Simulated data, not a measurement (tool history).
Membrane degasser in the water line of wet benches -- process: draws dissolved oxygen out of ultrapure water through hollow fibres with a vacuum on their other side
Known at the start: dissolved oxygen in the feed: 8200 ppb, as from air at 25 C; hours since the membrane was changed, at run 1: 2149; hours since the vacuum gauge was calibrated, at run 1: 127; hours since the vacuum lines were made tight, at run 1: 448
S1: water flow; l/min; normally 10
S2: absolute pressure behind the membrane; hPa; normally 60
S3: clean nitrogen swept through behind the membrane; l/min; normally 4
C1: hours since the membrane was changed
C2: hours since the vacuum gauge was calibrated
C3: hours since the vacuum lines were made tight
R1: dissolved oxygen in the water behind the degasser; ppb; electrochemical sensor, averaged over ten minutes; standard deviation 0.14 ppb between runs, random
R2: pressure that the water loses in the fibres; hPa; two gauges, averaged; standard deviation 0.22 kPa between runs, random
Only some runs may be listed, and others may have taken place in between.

| run | day | S1 | S2 | S3 | C1 | C2 | C3 | R1 | R2 |
|---|---|---|---|---|---|---|---|---|---|
| 1 | 0 | 10 | 60 | 4 | 2149 | 127 | 448 | 19.9 | 683.4 |
| 2 | 2.429 | 10 | 60 | 4 | 2208 | 186 | 507 | 20.2 | 683.2 |
| 3 | 4.708 | 10 | 60 | 4 | 2262 | 240 | 561 | 19.9 | 684.7 |
| 4 | 7.204 | 10 | 60 | 4 | 2322 | 300 | 621 | 20.1 | 686.6 |
| 5 | 8.567 | 10 | 60 | 4 | 2355 | 333 | 654 | 20.1 | 687 |
| 6 | 10.8 | 10 | 60 | 4 | 2409 | 387 | 707 | 19.7 | 685.4 |
| 7 | 13.712 | 10 | 60 | 4 | 2478 | 456 | 777 | 20.2 | 689.3 |
| 8 | 16.721 | 10 | 60 | 1.62 | 2551 | 529 | 850 | 44.7 | 692 |
| 9 | 19.704 | 10 | 60 | 6.01 | 2622 | 600 | 921 | 14 | 693.6 |
| 10 | 22.662 | 10 | 60 | 2.52 | 2693 | 671 | 992 | 29.7 | 696.7 |
| 11 | 25.104 | 10 | 60 | 2.52 | 2752 | 730 | 1051 | 30.1 | 694.3 |
| 12 | 26.558 | 10 | 60 | 2.52 | 2787 | 765 | 1086 | 29.8 | 693.2 |
| 13 | 27.983 | 10 | 60 | 4 | 2821 | 799 | 1120 | 20.3 | 694.3 |
| 14 | 30.133 | 10 | 60 | 4 | 2872 | 851 | 1171 | 20 | 691.7 |
| 15 | 31.554 | 10 | 61.4 | 4 | 2907 | 885 | 1206 | 20.8 | 694 |
|  | 31.971 | gauge calibrated |
| 16 | 33.208 | 11 | 140.2 | 4 | 2946 | 924 | 1245 | 78.3 | 752 |
| 17 | 34.454 | 11 | 140.2 | 6.02 | 2976 | 954 | 1275 | 53.7 | 753 |
| 18 | 36.058 | 11 | 140.2 | 6.02 | 3015 | 993 | 1314 | 53.8 | 755.3 |
| 19 | 37.304 | 11 | 135.1 | 6.02 | 3045 | 1023 | 1344 | 51.6 | 752.8 |
| 20 | 39.358 | 9 | 135.1 | 1.77 | 3094 | 1072 | 1393 | 128 | 620 |
| 21 | 41.775 | 9 | 135.1 | 1.77 | 3152 | 1130 | 1451 | 128.2 | 616.8 |
| 22 | 44.792 | 7 | 60 | 4 | 3224 | 1202 | 1523 | 12.3 | 480.3 |
| 23 | 47.304 | 11 | 60 | 2.06 | 3285 | 1263 | 1584 | 41.2 | 756.3 |
| 24 | 49.246 | 11 | 60 | 2.06 | 3331 | 1309 | 1630 | 41.6 | 759.5 |
| 25 | 51.912 | 10 | 101.2 | 4 | 3395 | 1373 | 1694 | 45.4 | 693.5 |

Some steps in R2, run to run, broken into two amounts with sign: the step expected even without the hidden condition (settings, incoming material, random variation), and the rest, left for the hidden condition together with whatever gauge scatter is not in both the measured and the hidden-condition-free result:
Hidden conditions of the tool in this case: membrane still open, %; true pressure behind the membrane over the reading, kPa; air that leaks in behind the membrane, l/min; drift of the gauge itself on oxygen_ppb, %; drift of the gauge itself on loss_of_pressure_kpa, %.
Run 15 -> 16: S1 10 -> 11, S2 61.4 -> 140.2, gauge calibrated. R2 +58 hPa: hidden state -12.2, all else +70.2.
Run 21 -> 22: S1 9 -> 7, S2 135.1 -> 60, S3 1.77 -> 4. R2 -136.5 hPa: hidden state +0, all else -136.5.
Run 22 -> 23: S1 7 -> 11, S3 4 -> 2.06. R2 +276 hPa: hidden state +3.3, all else +272.7.
